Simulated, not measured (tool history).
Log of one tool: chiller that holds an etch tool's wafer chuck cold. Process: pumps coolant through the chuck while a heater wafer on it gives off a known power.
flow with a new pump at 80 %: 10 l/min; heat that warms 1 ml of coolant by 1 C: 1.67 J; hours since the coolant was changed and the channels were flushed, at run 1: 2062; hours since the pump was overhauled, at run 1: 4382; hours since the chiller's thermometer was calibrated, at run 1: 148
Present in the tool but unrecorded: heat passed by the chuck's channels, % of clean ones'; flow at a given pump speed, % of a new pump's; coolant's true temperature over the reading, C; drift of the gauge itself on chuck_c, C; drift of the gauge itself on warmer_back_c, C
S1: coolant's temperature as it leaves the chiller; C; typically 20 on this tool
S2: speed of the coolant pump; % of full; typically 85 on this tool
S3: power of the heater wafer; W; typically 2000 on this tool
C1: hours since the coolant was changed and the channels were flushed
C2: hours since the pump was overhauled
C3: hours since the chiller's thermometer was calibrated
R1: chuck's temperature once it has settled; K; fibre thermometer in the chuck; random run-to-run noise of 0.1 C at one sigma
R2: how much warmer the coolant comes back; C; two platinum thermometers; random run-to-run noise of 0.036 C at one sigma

| run | hour | S1 | S2 | S3 | C1 | C2 | C3 | R1 | R2 |
|---|---|---|---|---|---|---|---|---|---|
| 1 | 0 | 20 | 85 | 2000 | 2062 | 4382 | 148 | 309.95 | 7.19 |
| 2 | 162.9 | 20 | 85 | 2087 | 2225 | 4545 | 311 | 310.95 | 7.66 |
| 3 | 300.2 | 15 | 85 | 2000 | 2362 | 4682 | 449 | 304.95 | 7.32 |
| 4 | 463.3 | 15 | 85 | 2000 | 2525 | 4845 | 612 | 304.85 | 7.35 |
| 5 | 551.3 | 20 | 85 | 2000 | 2613 | 4933 | 700 | 310.05 | 7.35 |
| 6 | 693.9 | 20 | 85 | 2000 | 2756 | 5076 | 842 | 310.15 | 7.38 |
| 7 | 839.1 | 20 | 85 | 2000 | 2901 | 5221 | 987 | 310.05 | 7.37 |
| 8 | 977.3 | 25 | 85 | 2000 | 3039 | 5359 | 1126 | 315.15 | 7.42 |
| 9 | 1046.5 | 20 | 85 | 1468 | 3108 | 5428 | 1195 | 305.65 | 5.46 |
| 10 | 1193.1 | 20 | 85 | 1468 | 3255 | 5575 | 1341 | 305.45 | 5.52 |
| 11 | 1346.3 | 20 | 85 | 1468 | 3408 | 5728 | 1495 | 305.75 | 5.5 |
| 12 | 1473.2 | 20 | 85 | 1468 | 3535 | 5855 | 1622 | 305.75 | 5.43 |
| 13 | 1625.6 | 20 | 85 | 1468 | 3687 | 6008 | 1774 | 305.65 | 5.55 |
| 14 | 1724.1 | 20 | 85 | 1468 | 3786 | 6106 | 1872 | 305.55 | 5.52 |
| 15 | 1821.2 | 13 | 79 | 2420 | 3883 | 6203 | 1970 | 308.15 | 9.89 |
| 16 | 1939.2 | 20 | 84 | 1399 | 4001 | 6321 | 2088 | 305.35 | 5.28 |
| 17 | 2079.8 | 20 | 93 | 2000 | 4142 | 6462 | 2228 | 309.45 | 6.82 |
| 18 | 2183.4 | 20 | 93 | 2000 | 4245 | 6565 | 2332 | 309.25 | 6.78 |
| 19 | 2326.2 | 12 | 85 | 2000 | 4388 | 6708 | 2474 | 302.55 | 7.51 |
| 20 | 2421.3 | 17 | 96 | 1227 | 4483 | 6803 | 2570 | 299.55 | 4.08 |
| 21 | 2547.3 | 28 | 96 | 2194 | 4609 | 6929 | 2696 | 318.55 | 7.31 |
| 22 | 2666.1 | 11 | 73 | 2194 | 4728 | 7048 | 2814 | 305.35 | 9.95 |
| 23 | 2778.7 | 20 | 60 | 1303 | 4841 | 7161 | 2927 | 307.65 | 7.35 |
|  | 2840.6 | chiller's thermometer calibrated |
| 24 | 2929.8 | 20 | 85 | 1584 | 4991 | 7311 | 89 | 307.15 | 6.07 |
| 25 | 3085.4 | 20 | 85 | 1584 | 5146 | 7466 | 245 | 307.25 | 6.09 |
| 26 | 3162.3 | 27 | 85 | 2844 | 5223 | 7543 | 322 | 325.55 | 10.91 |
| 27 | 3296.7 | 10 | 68 | 2819 | 5358 | 7678 | 456 | 312.75 | 13.95 |

What if the next run were any one of these 5? Each begins from the tool's condition after run 27:
| A | 3376.3 | 10 | 76 | 2819 | 5437 | 7757 | 536 | ? | ? |
| B | 3376.3 | 12 | 79 | 1046 | 5437 | 7757 | 536 | ? | ? |
| C | 3376.3 | 12 | 85 | 1058 | 5437 | 7757 | 536 | ? | ? |
| D | 3376.3 | 25 | 68 | 2819 | 5437 | 7757 | 536 | ? | ? |
| E | 3376.3 | 10 | 69 | 1170 | 5437 | 7757 | 536 | ? | ? |

| run | R1 | R2 |
|---|---|---|
| A | 310.55 | 12.31 |
| B | 294.65 | 4.38 |
| C | 294.55 | 4.07 |
| D | 327.85 | 13.99 |
| E | 295.05 | 5.71 |
What these runs would have given with no unlogged condition in the tool:
| run | R1 | R2 |
|---|---|---|
| A | 307.05 | 10.67 |
| B | 293.45 | 3.8 |
| C | 293.35 | 3.53 |
| D | 324.05 | 12.13 |
| E | 293.55 | 4.95 |
